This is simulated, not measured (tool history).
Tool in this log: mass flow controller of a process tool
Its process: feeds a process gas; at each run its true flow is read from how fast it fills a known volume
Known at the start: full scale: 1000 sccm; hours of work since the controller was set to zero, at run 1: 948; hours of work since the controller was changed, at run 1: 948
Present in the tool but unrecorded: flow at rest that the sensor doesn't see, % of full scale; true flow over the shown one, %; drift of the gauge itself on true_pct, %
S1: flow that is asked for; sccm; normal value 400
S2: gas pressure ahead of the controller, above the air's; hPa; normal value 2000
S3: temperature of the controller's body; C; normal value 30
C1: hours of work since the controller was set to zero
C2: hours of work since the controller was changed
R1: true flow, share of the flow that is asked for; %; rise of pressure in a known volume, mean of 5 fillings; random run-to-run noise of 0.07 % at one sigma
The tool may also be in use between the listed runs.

run    hour   S1    S2  S3    C1    C2     R1
  1       0  400  2000  30   948   948  98.08
  2      61  126  2000  30   996   996  97.81
  3   131.7  682  2000  30  1051  1051  98.67
  4   193.5  400  2000  30  1100  1100  98.12
  5   287.7  400  1900  30  1175  1175  98.15
  6     340  400  1900  30  1216  1216  98.17
  7   432.5  400  1900  30  1289  1289  98.13
  8   530.7  400  1900  30  1367  1367  98.12
  9   580.1  400  1900  22  1406  1406  98.95
 10   628.1  400  2000  30  1443  1443  98.25
 11   680.1  400  1820  30  1485  1485  98.11
 12   737.4  400  1820  30  1530  1530   98.2
 13   837.9  400  1820  30  1609  1609  98.21
 14   899.7  400  2000  30  1658  1658  98.26
 15   986.2  400  2000  30  1726  1726  98.33
 16  1096.5  400  2000  30  1813  1813  98.34
 17  1174.5  400  2000  30  1875  1875  98.36
 18  1256.3  400  2000  29  1939  1939  98.44
     1266.8  -- controller's zero set anew
 19  1335.9  128  1570  26    55  2002  99.44
 20  1382.5  128  1570  26    91  2039  99.45
     1426.6  -- controller's zero set anew, once more
 21  1434.9  114  2390  37     7  2080  96.89
 22  1541.6  663  2000  30    91  2164  98.64
 23  1649.4  400  1480  30   176  2249  98.06
 24  1752.4  126  2350  30   257  2330  97.83

What does the tool deliver on the next run?
 25  1829.9  630  1830  37  318  2392   ?

{"run 25": {"R1": 97.86}}
The same run, on a tool lacking any hidden state, would have yielded R1 97.68 %.
